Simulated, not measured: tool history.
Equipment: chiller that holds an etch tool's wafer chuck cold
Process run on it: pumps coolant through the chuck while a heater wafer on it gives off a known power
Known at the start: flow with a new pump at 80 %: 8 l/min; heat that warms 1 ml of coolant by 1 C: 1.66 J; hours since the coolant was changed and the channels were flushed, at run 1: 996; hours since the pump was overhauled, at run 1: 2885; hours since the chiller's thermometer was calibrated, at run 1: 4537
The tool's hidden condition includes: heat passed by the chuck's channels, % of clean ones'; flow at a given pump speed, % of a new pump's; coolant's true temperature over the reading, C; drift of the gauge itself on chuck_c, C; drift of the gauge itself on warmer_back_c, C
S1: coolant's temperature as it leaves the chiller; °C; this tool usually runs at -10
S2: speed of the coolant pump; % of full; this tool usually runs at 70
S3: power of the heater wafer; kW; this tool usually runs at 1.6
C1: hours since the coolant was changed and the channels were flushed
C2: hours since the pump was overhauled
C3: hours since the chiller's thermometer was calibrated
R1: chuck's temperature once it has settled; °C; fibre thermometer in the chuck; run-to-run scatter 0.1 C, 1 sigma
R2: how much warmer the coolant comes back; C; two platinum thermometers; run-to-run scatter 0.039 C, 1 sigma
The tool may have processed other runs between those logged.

run 1 day=0 | S1=-10 S2=70 S3=1.6 | C1=996 C2=2885 C3=4537 | R1=4.1 R2=8.68
run 2 day=2.729 | S1=-10 S2=70 S3=0.908 | C1=1062 C2=2951 C3=4602 | R1=-2.2 R2=4.96
run 3 day=4.496 | S1=-10 S2=70 S3=1.6 | C1=1104 C2=2993 C3=4645 | R1=4.1 R2=8.63
run 4 day=6.317 | S1=-10 S2=70 S3=1.6 | C1=1148 C2=3037 C3=4689 | R1=3.9 R2=8.68
run 5 day=7.533 | S1=-10 S2=70 S3=1.6 | C1=1177 C2=3066 C3=4718 | R1=4.1 R2=8.79
run 6 day=10.425 | S1=-10 S2=70 S3=1.6 | C1=1246 C2=3136 C3=4787 | R1=4.1 R2=8.75
run 7 day=13.008 | S1=-10 S2=66 S3=1.6 | C1=1308 C2=3198 C3=4849 | R1=4.9 R2=9.24
run 8 day=14.538 | S1=-10 S2=70 S3=1.6 | C1=1345 C2=3234 C3=4886 | R1=4.3 R2=8.81
run 9 day=17.417 | S1=-10 S2=70 S3=1.6 | C1=1414 C2=3303 C3=4955 | R1=3.8 R2=8.71
run 10 day=18.946 | S1=-10 S2=70 S3=1.6 | C1=1451 C2=3340 C3=4992 | R1=4.2 R2=8.81
run 11 day=21.242 | S1=-10 S2=99 S3=1.6 | C1=1506 C2=3395 C3=5047 | R1=0.8 R2=6.22
run 12 day=23.579 | S1=-10 S2=99 S3=1.6 | C1=1562 C2=3451 C3=5103 | R1=1 R2=6.25
run 13 day=24.896 | S1=-10 S2=99 S3=1.6 | C1=1594 C2=3483 C3=5134 | R1=0.9 R2=6.18
run 14 day=26.642 | S1=-10 S2=99 S3=1.085 | C1=1635 C2=3525 C3=5176 | R1=-2.8 R2=4.23
run 15 day=29.633 | S1=-10 S2=69 S3=1.6 | C1=1707 C2=3597 C3=5248 | R1=4.4 R2=8.95
run 16 day=31.004 | S1=-10 S2=69 S3=1.6 | C1=1740 C2=3630 C3=5281 | R1=4.5 R2=9.02
-- day=32.475 chiller's thermometer calibrated
run 17 day=33.896 | S1=-14 S2=89 S3=2.174 | C1=1809 C2=3698 C3=34 | R1=2.9 R2=9.34
run 18 day=35.717 | S1=-14 S2=89 S3=2.174 | C1=1852 C2=3742 C3=78 | R1=3 R2=9.4
run 19 day=37.929 | S1=-14 S2=89 S3=2.174 | C1=1905 C2=3795 C3=131 | R1=3 R2=9.44
run 20 day=39.508 | S1=-14 S2=89 S3=2.174 | C1=1943 C2=3833 C3=169 | R1=3 R2=9.35
run 21 day=40.758 | S1=-4 S2=64 S3=2.081 | C1=1973 C2=3863 C3=199 | R1=16.7 R2=12.64
run 22 day=43.388 | S1=-3 S2=70 S3=1.6 | C1=2036 C2=3926 C3=262 | R1=11.8 R2=8.82
run 23 day=46.138 | S1=-3 S2=70 S3=1.6 | C1=2102 C2=3992 C3=328 | R1=11.9 R2=8.9
run 24 day=47.925 | S1=-3 S2=70 S3=1.6 | C1=2145 C2=4035 C3=371 | R1=11.9 R2=8.88
run 25 day=50.321 | S1=-20 S2=72 S3=1.983 | C1=2203 C2=4092 C3=428 | R1=-1.6 R2=10.66
run 26 day=51.775 | S1=-20 S2=72 S3=1.983 | C1=2238 C2=4127 C3=463 | R1=-1.9 R2=10.7
run 27 day=53.75 | S1=-2 S2=77 S3=1.983 | C1=2285 C2=4174 C3=511 | R1=15 R2=10.01
run 28 day=55.396 | S1=-2 S2=77 S3=1.983 | C1=2325 C2=4214 C3=550 | R1=15.3 R2=9.99
run 29 day=57.621 | S1=-9 S2=76 S3=1.983 | C1=2378 C2=4267 C3=604 | R1=8.6 R2=10.19
run 30 day=59.775 | S1=-9 S2=76 S3=1.983 | C1=2430 C2=4319 C3=655 | R1=8.5 R2=10.22
run 31 day=62.325 | S1=-5 S2=76 S3=0.916 | C1=2491 C2=4380 C3=716 | R1=3 R2=4.75
run 32 day=65.133 | S1=-5 S2=76 S3=0.916 | C1=2558 C2=4448 C3=784 | R1=3 R2=4.69

The logged runs with the hidden state left out (each run's random variation unchanged):
run=1 R1=3.9 R2=8.26
run=2 R1=-2.1 R2=4.71
run=3 R1=3.9 R2=8.19
run=4 R1=3.6 R2=8.23
run=5 R1=3.8 R2=8.34
run=6 R1=3.8 R2=8.29
run=7 R1=4.5 R2=8.74
run=8 R1=4 R2=8.33
run=9 R1=3.5 R2=8.22
run=10 R1=3.8 R2=8.31
run=11 R1=0.7 R2=5.86
run=12 R1=0.8 R2=5.88
run=13 R1=0.7 R2=5.82
run=14 R1=-2.7 R2=3.98
run=15 R1=3.9 R2=8.4
run=16 R1=4 R2=8.46
run=17 R1=1.7 R2=8.75
run=18 R1=1.8 R2=8.8
run=19 R1=1.7 R2=8.83
run=20 R1=1.7 R2=8.74
run=21 R1=15.1 R2=11.81
run=22 R1=10.7 R2=8.23
run=23 R1=10.8 R2=8.3
run=24 R1=10.8 R2=8.27
run=25 R1=-3.1 R2=9.92
run=26 R1=-3.4 R2=9.95
run=27 R1=13.6 R2=9.3
run=28 R1=13.9 R2=9.27
run=29 R1=7.1 R2=9.45
run=30 R1=7 R2=9.48
run=31 R1=2.4 R2=4.4
run=32 R1=2.4 R2=4.33

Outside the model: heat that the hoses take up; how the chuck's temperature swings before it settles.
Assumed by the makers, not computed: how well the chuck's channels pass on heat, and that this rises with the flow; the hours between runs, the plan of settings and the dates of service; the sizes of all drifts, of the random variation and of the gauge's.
